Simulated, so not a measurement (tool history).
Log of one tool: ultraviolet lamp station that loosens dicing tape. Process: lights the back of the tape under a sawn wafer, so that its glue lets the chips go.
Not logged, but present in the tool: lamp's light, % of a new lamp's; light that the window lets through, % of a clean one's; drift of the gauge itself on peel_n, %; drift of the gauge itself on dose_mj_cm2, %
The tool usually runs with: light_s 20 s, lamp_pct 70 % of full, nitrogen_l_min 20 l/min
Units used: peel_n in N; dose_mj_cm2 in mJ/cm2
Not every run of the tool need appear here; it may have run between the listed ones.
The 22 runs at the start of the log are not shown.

run,hour,light_s,lamp_pct,nitrogen_l_min,hours of work of the lamp,hours of work since the window was cleaned,peel_n,dose_mj_cm2
23,627.2,31,82,29,72,229,0.329,812
24,657.7,37,97,15,92,249,0.257,1135
25,691.0,37,97,15,113,270,0.271,1120
26,726.4,25,73,11,136,293,1.034,550
27,760.6,26,85,11,158,316,0.771,661
28,792.9,20,79,20,179,337,1.141,465
29,831.3,20,79,20,204,362,1.175,449
30,849.2,20,100,26,216,373,0.678,568
31,886.1,20,100,26,240,397,0.714,549
32,916.3,15,70,20,260,417,2.516,286
33,942.4,26,81,14,277,434,0.916,557
34,963.4,20,93,39,290,447,0.804,485
# hour 982.2: window cleaned of glue's vapour
35,985.1,20,93,39,304,2,0.554,574
36,1025.9,19,70,20,330,28,1.433,400
37,1046.3,19,70,20,344,42,1.482,399
38,1067.4,17,70,15,357,55,1.997,356
39,1103.8,25,65,19,381,79,1.102,471
40,1136.0,15,70,39,402,100,1.904,299
41,1155.5,22,98,10,415,113,0.915,607
42,1182.9,22,98,10,432,130,0.969,595

Predict each of these 4 candidate next runs independently; none follows another, all start after run 42:
A,1211.8,14,60,22,451,149,?,?
B,1211.8,14,62,14,451,149,?,?
C,1211.8,10,93,21,451,149,?,?
D,1211.8,13,70,20,451,149,?,?

run,peel_n,dose_mj_cm2
A,3.034,226
B,3.309,236
C,2.734,252
D,2.894,249
What these runs would have given with no unlogged condition in the tool:
run,peel_n,dose_mj_cm2
A,2.062,309
B,2.306,322
C,1.802,344
D,1.927,339
